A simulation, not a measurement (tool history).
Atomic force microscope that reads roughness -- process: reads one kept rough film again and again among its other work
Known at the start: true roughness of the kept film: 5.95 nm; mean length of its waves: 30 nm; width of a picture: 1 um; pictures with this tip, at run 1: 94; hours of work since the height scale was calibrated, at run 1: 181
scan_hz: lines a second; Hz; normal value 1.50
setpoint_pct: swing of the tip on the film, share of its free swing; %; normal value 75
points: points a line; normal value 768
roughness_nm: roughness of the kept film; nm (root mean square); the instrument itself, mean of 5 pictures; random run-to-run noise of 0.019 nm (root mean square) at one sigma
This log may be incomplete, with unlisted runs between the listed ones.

| run | day | scan_hz | setpoint_pct | points | pictures with this tip | hours of work since the height scale was calibrated | roughness_nm |
|---|---|---|---|---|---|---|---|
| 1 | 0.000 | 1.50 | 75 | 768 | 94 | 181 | 4.521 |
| 2 | 1.792 | 1.50 | 75 | 768 | 184 | 209 | 4.219 |
| 3 | 3.658 | 1.50 | 75 | 768 | 277 | 239 | 4.072 |
|  | 3.917 | new tip fitted |
| 4 | 6.738 | 1.50 | 75 | 768 | 141 | 287 | 4.276 |
| 5 | 9.204 | 1.50 | 75 | 768 | 264 | 326 | 3.997 |
|  | 9.642 | new tip fitted |
| 6 | 12.338 | 1.50 | 75 | 459 | 135 | 375 | 4.353 |
|  | 15.392 | new tip fitted |
| 7 | 15.392 | 1.50 | 75 | 459 | 0 | 423 | 4.663 |
| 8 | 16.954 | 1.50 | 75 | 768 | 78 | 448 | 4.459 |
| 9 | 18.242 | 1.50 | 75 | 768 | 143 | 468 | 4.335 |
|  | 21.033 | new tip fitted |
| 10 | 21.229 | 1.50 | 75 | 768 | 10 | 515 | 4.642 |
| 11 | 22.946 | 1.50 | 75 | 335 | 96 | 542 | 4.327 |
| 12 | 24.404 | 1.50 | 75 | 335 | 169 | 565 | 4.184 |
| 13 | 26.088 | 2.28 | 75 | 768 | 253 | 592 | 3.861 |
|  | 26.692 | new tip fitted |
| 14 | 27.383 | 2.28 | 75 | 768 | 35 | 612 | 4.420 |
| 15 | 28.808 | 1.50 | 75 | 768 | 106 | 635 | 4.417 |
| 16 | 30.975 | 0.93 | 75 | 768 | 214 | 669 | 4.267 |
|  | 31.225 | height scale calibrated on a step standard |
|  | 32.471 | new tip fitted |
| 17 | 33.646 | 1.50 | 75 | 768 | 58 | 38 | 4.561 |
| 18 | 36.662 | 1.50 | 75 | 768 | 209 | 86 | 4.123 |
|  | 38.279 | new tip fitted |
| 19 | 38.454 | 1.50 | 75 | 768 | 9 | 114 | 4.693 |
| 20 | 40.108 | 1.50 | 75 | 768 | 91 | 140 | 4.465 |
| 21 | 42.062 | 1.00 | 82 | 658 | 189 | 171 | 4.246 |
|  | 43.867 | new tip fitted |
| 22 | 44.267 | 1.28 | 63 | 906 | 20 | 205 | 4.891 |
| 23 | 46.638 | 1.50 | 84 | 422 | 139 | 243 | 4.065 |
|  | 49.092 | height scale calibrated on a step standard, once more |
| 24 | 49.338 | 1.61 | 87 | 422 | 271 | 4 | 3.714 |
|  | 49.571 | new tip fitted |
| 25 | 52.200 | 0.72 | 64 | 292 | 132 | 49 | 4.625 |
| 26 | 53.550 | 0.72 | 60 | 320 | 199 | 70 | 4.500 |
|  | 55.175 | new tip fitted |
| 27 | 55.175 | 0.72 | 60 | 320 | 0 | 96 | 5.115 |
| 28 | 57.392 | 0.72 | 60 | 320 | 111 | 131 | 4.756 |
| 29 | 59.208 | 0.72 | 60 | 320 | 202 | 159 | 4.534 |
|  | 60.879 | new tip fitted |
| 30 | 61.304 | 1.56 | 55 | 422 | 21 | 192 | 4.961 |
| 31 | 63.304 | 1.56 | 55 | 422 | 121 | 224 | 4.669 |
| 32 | 65.183 | 1.56 | 55 | 422 | 215 | 253 | 4.395 |
|  | 66.683 | new tip fitted |
| 33 | 66.892 | 1.56 | 55 | 422 | 11 | 280 | 5.027 |
| 34 | 69.904 | 1.24 | 57 | 284 | 161 | 328 | 4.513 |
| 35 | 72.075 | 0.80 | 57 | 765 | 270 | 362 | 4.296 |
|  | 72.462 | new tip fitted |
| 36 | 73.646 | 0.80 | 57 | 765 | 59 | 387 | 4.889 |
| 37 | 75.292 | 0.80 | 57 | 765 | 141 | 412 | 4.691 |
|  | 78.033 | new tip fitted |
| 38 | 78.408 | 1.50 | 60 | 271 | 18 | 461 | 4.828 |
| 39 | 81.071 | 1.09 | 90 | 271 | 151 | 504 | 4.056 |
| 40 | 82.688 | 0.52 | 75 | 803 | 232 | 529 | 4.368 |

For some of the steps in roughness_nm from one run to the next: how much would appear even if the tool had no hidden state, given the settings, what came in and random variation, and how much remains for the hidden state plus any gauge scatter that the measured result and the result without hidden state don't share?
The hidden state here: radius of the tip, nm; height scale over the true one, %; drift of the gauge itself on roughness_nm, %.
Run 22 -> 23: scan_hz 1.28 -> 1.50, setpoint_pct 63 -> 84, points 906 -> 422. roughness_nm -0.826 nm (root mean square): hidden state -0.288, all else -0.538.
Run 24 -> 25: scan_hz 1.61 -> 0.72, setpoint_pct 87 -> 64, points 422 -> 292, new tip fitted. roughness_nm +0.911 nm (root mean square): hidden state +0.217, all else +0.694.
Run 26 -> 27: new tip fitted. roughness_nm +0.615 nm (root mean square): hidden state +0.630, all else -0.015.
Run 32 -> 33: new tip fitted. roughness_nm +0.632 nm (root mean square): hidden state +0.618, all else +0.014.
Run 35 -> 36: new tip fitted. roughness_nm +0.593 nm (root mean square): hidden state +0.590, all else +0.003.
Run 38 -> 39: scan_hz 1.50 -> 1.09, setpoint_pct 60 -> 90. roughness_nm -0.772 nm (root mean square): hidden state -0.332, all else -0.440.

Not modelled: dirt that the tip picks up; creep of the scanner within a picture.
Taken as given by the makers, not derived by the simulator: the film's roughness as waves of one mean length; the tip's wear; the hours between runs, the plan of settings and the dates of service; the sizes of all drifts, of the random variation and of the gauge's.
